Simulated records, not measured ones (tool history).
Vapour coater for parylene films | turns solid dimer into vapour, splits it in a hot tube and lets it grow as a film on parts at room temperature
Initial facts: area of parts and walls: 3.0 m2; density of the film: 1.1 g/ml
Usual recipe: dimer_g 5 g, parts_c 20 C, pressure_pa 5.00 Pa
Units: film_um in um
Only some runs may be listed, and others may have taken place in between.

run     day  dimer_g  parts_c  pressure_pa  film_um
  1   0.000        5       20         5.00     1.11
  2   0.596        5       20         5.00     1.13
  3   1.583        5       20         5.00     1.12
  4   2.150        3       20         5.00     0.68
  5   3.075        3       20         5.00     0.67
  6   3.804        3       20         5.00     0.67
  7   4.479        2       20         5.00     0.46
  8   5.204        2       20         5.00     0.44
  9   6.179        5       20         5.00     1.12
 10   7.096        5       20         5.00     1.12
 11   8.033        4       14         2.79     1.03
      8.338  -- trap's valve overhauled
 12   8.671        4       14         2.79     1.01
 13   9.462        5       15         7.00     1.18
 14  10.067        7       15         8.28     1.64
 15  10.779        8       19         9.05     1.74
 16  11.688        8       19        10.10     1.70
 17  12.171        8       19        10.10     1.71
 18  12.917        8       19        10.10     1.71
 19  13.654        9       23         4.27     1.91
 20  14.550        4       20         2.71     0.94

Consider 5 possible next runs. They are alternatives, not a sequence: every one starts from the tool as it was left by run 20. What does each give?
  A  15.371        5       17         4.90        ?
  B  15.371        4       20         2.17        ?
  C  15.371        3       24         3.14        ?
  D  15.371        3       20         2.71        ?
  E  15.371        2       16         5.59        ?

run  film_um
  A     1.16
  B     0.94
  C     0.65
  D     0.70
  E     0.49
The same runs, with their run-to-run variation unchanged, on a tool lacking any hidden condition would have given:
run  film_um
  A     1.16
  B     0.95
  C     0.65
  D     0.70
  E     0.49
